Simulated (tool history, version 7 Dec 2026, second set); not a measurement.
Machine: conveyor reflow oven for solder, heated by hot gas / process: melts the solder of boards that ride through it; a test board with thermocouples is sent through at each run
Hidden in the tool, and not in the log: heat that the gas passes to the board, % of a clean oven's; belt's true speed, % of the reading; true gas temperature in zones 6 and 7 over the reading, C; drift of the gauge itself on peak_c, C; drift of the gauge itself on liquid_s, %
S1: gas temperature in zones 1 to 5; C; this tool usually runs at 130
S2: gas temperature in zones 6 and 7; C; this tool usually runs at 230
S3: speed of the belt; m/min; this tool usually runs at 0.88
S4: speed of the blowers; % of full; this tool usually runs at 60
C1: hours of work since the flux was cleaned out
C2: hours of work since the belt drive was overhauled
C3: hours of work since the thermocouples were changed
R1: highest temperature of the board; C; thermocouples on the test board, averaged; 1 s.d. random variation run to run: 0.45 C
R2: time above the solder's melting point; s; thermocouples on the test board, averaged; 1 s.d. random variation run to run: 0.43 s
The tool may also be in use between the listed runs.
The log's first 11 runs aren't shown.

Run 12, hour 374.5: usual settings but S4 74 % of full; C1 338; C2 1281; C3 284. Result: R1 213.2 C, R2 37.1 s.
At hour 403.6: flux residue cleaned out of gas plates and filters.
Run 13, hour 410.6: usual settings but S4 74 % of full; C1 5; C2 1305; C3 309. Result: R1 214.5 C, R2 38.7 s.
Run 14, hour 429.1: usual settings but S4 74 % of full; C1 20; C2 1320; C3 323. Result: R1 214.6 C, R2 38 s.
Run 15, hour 456.2: usual settings but S4 74 % of full; C1 41; C2 1341; C3 344. Result: R1 214.4 C, R2 38.1 s.
Run 16, hour 485.8: usual settings but S1 118 C, S4 69 % of full; C1 64; C2 1364; C3 367. Result: R1 210.5 C, R2 33.5 s.
At hour 498.4: belt drive overhauled, speed set with a stopwatch.
Run 17, hour 525.2: usual settings but S1 118 C, S4 69 % of full; C1 92; C2 21; C3 395. Result: R1 209.8 C, R2 31.6 s.
Run 18, hour 559.4: usual settings but S1 118 C, S4 69 % of full; C1 118; C2 48; C3 422. Result: R1 209.1 C, R2 32 s.
Run 19, hour 583.9: usual settings but S1 118 C, S4 69 % of full; C1 138; C2 67; C3 441. Result: R1 210.2 C, R2 31.8 s.
Run 20, hour 611.3: usual settings but S1 123 C, S2 235 C, S3 0.873 m/min, S4 82 % of full; C1 159; C2 88; C3 462. Result: R1 218.9 C, R2 39.5 s.
Run 21, hour 654.1: usual settings but S1 123 C, S2 235 C, S3 0.873 m/min, S4 82 % of full; C1 192; C2 121; C3 495. Result: R1 218.8 C, R2 38.5 s.
Run 22, hour 680.2: usual settings but S1 123 C, S2 235 C, S3 0.873 m/min, S4 82 % of full; C1 213; C2 142; C3 516. Result: R1 217.7 C, R2 38.8 s.
Run 23, hour 723.7: usual settings but S1 143 C, S2 241 C, S3 0.991 m/min, S4 56 % of full; C1 247; C2 176; C3 550. Result: R1 213.7 C, R2 35.4 s.
Run 24, hour 769: usual settings but S1 143 C, S2 236 C, S3 0.991 m/min, S4 64 % of full; C1 282; C2 211; C3 585. Result: R1 213.5 C, R2 34.9 s.
Run 25, hour 809: usual settings but S1 143 C, S2 236 C, S3 0.991 m/min, S4 64 % of full; C1 313; C2 242; C3 616. Result: R1 212.8 C, R2 33.9 s.
Run 26, hour 832.4: usual settings but S3 0.839 m/min, S4 55 % of full; C1 331; C2 261; C3 635. Result: R1 208.4 C, R2 34.5 s.
Run 27, hour 862.8: usual settings but S3 0.839 m/min, S4 55 % of full; C1 355; C2 284; C3 658. Result: R1 207.5 C, R2 34 s.
At hour 871.1: flux residue cleaned out of gas plates and filters.
Run 28, hour 902.1: usual settings but S1 143 C, S2 243 C, S3 0.839 m/min, S4 55 % of full; C1 24; C2 311; C3 685. Result: R1 222.8 C, R2 46.4 s.
Run 29, hour 932.2: usual settings but S1 124 C, S2 236 C, S3 0.948 m/min; C1 48; C2 335; C3 709. Result: R1 210 C, R2 30.3 s.
Run 30, hour 952: usual settings but S1 124 C, S2 236 C, S3 0.948 m/min; C1 63; C2 350; C3 724. Result: R1 209.5 C, R2 29.7 s.

Each row is a separate what-if for the run after 30, all from the same tool condition, not one after another. Results?
Run A, hour 976.5: usual settings but S1 127 C, S2 236 C, S3 0.948 m/min; C1 82; C2 369; C3 743. Result: R1 ?, R2 ?.
Run B, hour 976.5: usual settings but S2 226 C, S3 0.858 m/min; C1 82; C2 369; C3 743. Result: R1 ?, R2 ?.
Run C, hour 976.5: usual settings but S1 138 C, S2 220 C, S3 0.827 m/min; C1 82; C2 369; C3 743. Result: R1 ?, R2 ?.
Run D, hour 976.5: usual settings but S1 138 C, S2 239 C, S3 0.722 m/min; C1 82; C2 369; C3 743. Result: R1 ?, R2 ?.

run     R1    R2
  A  210.3  30.8
  B  206.1  32.1
  C  203.2  34.4
  D  223.9  55.2
What these runs would have given with no unlogged condition in the tool:
run     R1    R2
  A    212  31.7
  B  207.7  33.2
  C  204.8  35.7
  D  225.6  55.9
